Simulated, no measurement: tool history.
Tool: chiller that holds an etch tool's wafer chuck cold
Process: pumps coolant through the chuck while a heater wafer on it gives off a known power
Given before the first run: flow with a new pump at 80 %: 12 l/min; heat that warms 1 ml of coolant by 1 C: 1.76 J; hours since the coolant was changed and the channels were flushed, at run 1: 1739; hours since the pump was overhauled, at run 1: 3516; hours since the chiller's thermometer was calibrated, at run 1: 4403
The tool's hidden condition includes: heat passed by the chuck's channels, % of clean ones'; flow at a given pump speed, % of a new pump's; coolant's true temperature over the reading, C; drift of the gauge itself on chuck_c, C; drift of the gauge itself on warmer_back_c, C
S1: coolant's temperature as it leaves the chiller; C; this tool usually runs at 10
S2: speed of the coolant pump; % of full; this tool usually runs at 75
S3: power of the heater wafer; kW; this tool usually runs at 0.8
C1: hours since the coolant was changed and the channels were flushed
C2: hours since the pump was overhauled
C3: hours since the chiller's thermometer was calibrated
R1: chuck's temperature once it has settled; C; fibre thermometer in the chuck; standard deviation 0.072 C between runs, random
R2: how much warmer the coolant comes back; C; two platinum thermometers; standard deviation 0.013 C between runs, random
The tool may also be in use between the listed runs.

run 1 day=0 | S1=10 S2=75 S3=0.8 | C1=1739 C2=3516 C3=4403 | R1=16.08 R2=2.57
run 2 day=5.821 | S1=10 S2=87 S3=0.8 | C1=1879 C2=3656 C3=4543 | R1=15.42 R2=2.19
run 3 day=10.1 | S1=10 S2=70 S3=0.8 | C1=1981 C2=3759 C3=4645 | R1=16.33 R2=2.8
run 4 day=15.196 | S1=10 S2=70 S3=0.8 | C1=2104 C2=3881 C3=4768 | R1=16.55 R2=2.82
run 5 day=20.142 | S1=10 S2=70 S3=0.8 | C1=2222 C2=4000 C3=4886 | R1=16.43 R2=2.81
run 6 day=24.054 | S1=10 S2=75 S3=0.8 | C1=2316 C2=4094 C3=4980 | R1=16.04 R2=2.59
run 7 day=26.904 | S1=10 S2=75 S3=0.8 | C1=2385 C2=4162 C3=5049 | R1=16.25 R2=2.61
run 8 day=31.5 | S1=10 S2=75 S3=0.8 | C1=2495 C2=4272 C3=5159 | R1=16.2 R2=2.6
run 9 day=36.612 | S1=10 S2=75 S3=0.8 | C1=2618 C2=4395 C3=5282 | R1=16.35 R2=2.61
run 10 day=39.092 | S1=10 S2=75 S3=0.8 | C1=2677 C2=4455 C3=5341 | R1=16.38 R2=2.61
run 11 day=41.625 | S1=10 S2=75 S3=0.8 | C1=2738 C2=4515 C3=5402 | R1=16.34 R2=2.63
run 12 day=44.5 | S1=16 S2=75 S3=0.8 | C1=2807 C2=4584 C3=5471 | R1=22.34 R2=2.59
run 13 day=47.708 | S1=16 S2=75 S3=0.8 | C1=2884 C2=4661 C3=5548 | R1=22.34 R2=2.61
run 14 day=51.104 | S1=16 S2=75 S3=0.8 | C1=2966 C2=4743 C3=5630 | R1=22.37 R2=2.64
run 15 day=55.125 | S1=16 S2=75 S3=0.8 | C1=3062 C2=4839 C3=5726 | R1=22.3 R2=2.62
-- day=58.625 chiller's thermometer calibrated
run 16 day=59.262 | S1=10 S2=75 S3=0.8 | C1=3160 C2=4938 C3=15 | R1=16.81 R2=2.64
run 17 day=62.062 | S1=4 S2=62 S3=0.8 | C1=3228 C2=5005 C3=83 | R1=11.91 R2=3.24
run 18 day=67.854 | S1=10 S2=77 S3=0.594 | C1=3367 C2=5144 C3=221 | R1=15.01 R2=1.91
run 19 day=71.721 | S1=17 S2=84 S3=0.594 | C1=3459 C2=5237 C3=314 | R1=21.81 R2=1.73
run 20 day=76.946 | S1=12 S2=67 S3=0.571 | C1=3585 C2=5362 C3=440 | R1=17.48 R2=2.12
-- day=77.675 coolant pump overhauled
run 21 day=81.883 | S1=12 S2=77 S3=0.857 | C1=3698 C2=101 C3=553 | R1=19.5 R2=2.88
run 22 day=86.021 | S1=12 S2=75 S3=0.551 | C1=3798 C2=200 C3=652 | R1=16.94 R2=1.9
run 23 day=88.762 | S1=10 S2=98 S3=0.429 | C1=3863 C2=266 C3=718 | R1=13.12 R2=1.11
run 24 day=92.046 | S1=10 S2=88 S3=0.856 | C1=3942 C2=345 C3=797 | R1=16.9 R2=2.5
run 25 day=96.779 | S1=6 S2=69 S3=0.766 | C1=4056 C2=459 C3=911 | R1=13.5 R2=2.9
-- day=100.383 coolant changed, channels flushed
run 26 day=101.221 | S1=6 S2=69 S3=0.766 | C1=20 C2=559 C3=1011 | R1=12.37 R2=2.91
run 27 day=104.412 | S1=11 S2=80 S3=0.756 | C1=97 C2=636 C3=1088 | R1=16.67 R2=2.43
-- day=106.792 coolant pump overhauled, once more
run 28 day=109.954 | S1=16 S2=67 S3=0.743 | C1=225 C2=76 C3=1216 | R1=21.88 R2=2.57
run 29 day=112.438 | S1=10 S2=75 S3=0.945 | C1=284 C2=135 C3=1275 | R1=16.78 R2=2.92
run 30 day=118.042 | S1=8 S2=78 S3=0.646 | C1=419 C2=270 C3=1410 | R1=12.63 R2=1.88
run 31 day=120.871 | S1=17 S2=78 S3=0.646 | C1=487 C2=338 C3=1478 | R1=21.75 R2=1.89

Consider 5 possible next runs. They are alternatives, not a sequence: every one starts from the tool as it was left by run 31. What does each give?
run A day=123.758 | S1=7 S2=78 S3=0.646 | C1=556 C2=407 C3=1547 | R1=? R2=?
run B day=123.758 | S1=17 S2=78 S3=0.683 | C1=556 C2=407 C3=1547 | R1=? R2=?
run C day=123.758 | S1=17 S2=80 S3=0.469 | C1=556 C2=407 C3=1547 | R1=? R2=?
run D day=123.758 | S1=18 S2=78 S3=0.421 | C1=556 C2=407 C3=1547 | R1=? R2=?
run E day=123.758 | S1=10 S2=72 S3=1.025 | C1=556 C2=407 C3=1547 | R1=? R2=?

run=A R1=11.51 R2=1.9
run=B R1=21.74 R2=1.98
run=C R1=20.33 R2=1.37
run=D R1=20.97 R2=1.25
run=E R1=17.65 R2=3.27
With the hidden condition removed and each run's random variation left untouched, the same runs would have given:
run=A R1=11.42 R2=1.88
run=B R1=21.64 R2=1.97
run=C R1=20.27 R2=1.36
run=D R1=20.92 R2=1.24
run=E R1=17.48 R2=3.25
